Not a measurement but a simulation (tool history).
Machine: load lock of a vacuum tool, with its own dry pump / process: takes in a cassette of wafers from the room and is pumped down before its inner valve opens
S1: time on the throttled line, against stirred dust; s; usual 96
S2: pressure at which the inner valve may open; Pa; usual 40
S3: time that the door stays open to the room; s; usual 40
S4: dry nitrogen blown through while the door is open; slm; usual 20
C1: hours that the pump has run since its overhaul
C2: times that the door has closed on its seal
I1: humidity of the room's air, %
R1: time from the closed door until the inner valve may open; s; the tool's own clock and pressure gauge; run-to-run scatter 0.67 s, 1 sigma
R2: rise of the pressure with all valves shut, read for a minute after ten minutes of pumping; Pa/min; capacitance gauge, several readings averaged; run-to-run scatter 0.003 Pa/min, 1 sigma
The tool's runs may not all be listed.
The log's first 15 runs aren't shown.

{"run": 16, "day": 45.533, "S1": 114, "S2": 40, "S3": 40, "S4": 20, "C1": 8694, "C2": 18649, "I1": 43.6, "R1": 163.6, "R2": 0.033}
{"run": 17, "day": 47.483, "S1": 114, "S2": 40, "S3": 40, "S4": 20, "C1": 8741, "C2": 18850, "I1": 45.4, "R1": 163.2, "R2": 0.028}
{"run": 18, "day": 51.108, "S1": 114, "S2": 40, "S3": 40, "S4": 20, "C1": 8828, "C2": 19225, "I1": 43.6, "R1": 163, "R2": 0.03}
{"run": 19, "day": 53.379, "S1": 91, "S2": 61, "S3": 40, "S4": 44, "C1": 8882, "C2": 19459, "I1": 48, "R1": 140.8, "R2": 0.026}
{"run": 20, "day": 57.871, "S1": 91, "S2": 61, "S3": 25, "S4": 7, "C1": 8990, "C2": 19923, "I1": 44.2, "R1": 141.3, "R2": 0.033}
{"run": 21, "day": 61.471, "S1": 91, "S2": 61, "S3": 25, "S4": 7, "C1": 9076, "C2": 20294, "I1": 47.6, "R1": 141.6, "R2": 0.034}
{"run": 22, "day": 63.738, "S1": 91, "S2": 61, "S3": 25, "S4": 7, "C1": 9131, "C2": 20529, "I1": 42, "R1": 142.6, "R2": 0.027}
{"run": 23, "day": 65.6, "S1": 91, "S2": 61, "S3": 89, "S4": 39, "C1": 9176, "C2": 20721, "I1": 43.1, "R1": 141.5, "R2": 0.039}
{"run": 24, "day": 68.421, "S1": 91, "S2": 61, "S3": 89, "S4": 39, "C1": 9243, "C2": 21012, "I1": 46.4, "R1": 139.9, "R2": 0.045}
{"run": 25, "day": 71.962, "S1": 91, "S2": 77, "S3": 89, "S4": 39, "C1": 9328, "C2": 21378, "I1": 43.9, "R1": 140, "R2": 0.043}
{"run": 26, "day": 76.329, "S1": 91, "S2": 77, "S3": 89, "S4": 39, "C1": 9433, "C2": 21828, "I1": 44.4, "R1": 139.9, "R2": 0.034}
{"run": 27, "day": 79.792, "S1": 126, "S2": 38, "S3": 40, "S4": 20, "C1": 9516, "C2": 22186, "I1": 43.3, "R1": 172, "R2": 0.033}
{"run": 28, "day": 82.225, "S1": 96, "S2": 35, "S3": 40, "S4": 20, "C1": 9575, "C2": 22437, "I1": 48.5, "R1": 151.2, "R2": 0.035}
{"run": 29, "day": 86.008, "S1": 102, "S2": 35, "S3": 35, "S4": 16, "C1": 9665, "C2": 22828, "I1": 42.7, "R1": 154.6, "R2": 0.032}
{"run": 30, "day": 90.192, "S1": 59, "S2": 34, "S3": 38, "S4": 23, "C1": 9766, "C2": 23260, "I1": 41.6, "R1": 123.4, "R2": 0.032}
{"run": 31, "day": 94.7, "S1": 96, "S2": 51, "S3": 113, "S4": 20, "C1": 9874, "C2": 23725, "I1": 41.8, "R1": 145.8, "R2": 0.056}
{"run": 32, "day": 98.325, "S1": 74, "S2": 31, "S3": 32, "S4": 26, "C1": 9961, "C2": 24099, "I1": 43.6, "R1": 135.3, "R2": 0.019}
{"run": 33, "day": 102.171, "S1": 74, "S2": 31, "S3": 32, "S4": 26, "C1": 10053, "C2": 24496, "I1": 44.6, "R1": 134.6, "R2": 0.026}
{"run": 34, "day": 106.608, "S1": 74, "S2": 31, "S3": 32, "S4": 26, "C1": 10160, "C2": 24955, "I1": 40.2, "R1": 135.8, "R2": 0.023}
{"run": 35, "day": 109.362, "S1": 127, "S2": 40, "S3": 170, "S4": 23, "C1": 10226, "C2": 25239, "I1": 47.6, "R1": 173.8, "R2": 0.074}
{"run": 36, "day": 113.846, "S1": 127, "S2": 46, "S3": 170, "S4": 38, "C1": 10333, "C2": 25702, "I1": 44.9, "R1": 172.1, "R2": 0.059}

Forecast each of these 4 alternatives for the next run:
{"run": "A", "day": 115.912, "S1": 127, "S2": 61, "S3": 96, "S4": 38, "C1": 10383, "C2": 25915, "I1": 46.2, "R1": "?", "R2": "?"}
{"run": "B", "day": 115.912, "S1": 127, "S2": 41, "S3": 98, "S4": 38, "C1": 10383, "C2": 25915, "I1": 46.6, "R1": "?", "R2": "?"}
{"run": "C", "day": 115.912, "S1": 96, "S2": 40, "S3": 40, "S4": 4, "C1": 10383, "C2": 25915, "I1": 45.7, "R1": "?", "R2": "?"}
{"run": "D", "day": 115.912, "S1": 129, "S2": 60, "S3": 170, "S4": 5, "C1": 10383, "C2": 25915, "I1": 45.3, "R1": "?", "R2": "?"}

run=A R1=168.8 R2=0.048
run=B R1=173.4 R2=0.041
run=C R1=149.6 R2=0.044
run=D R1=169.7 R2=0.094
What these runs would have given with no unlogged condition in the tool:
run=A R1=168.8 R2=0.046
run=B R1=173.3 R2=0.04
run=C R1=149.5 R2=0.042
run=D R1=169.7 R2=0.093
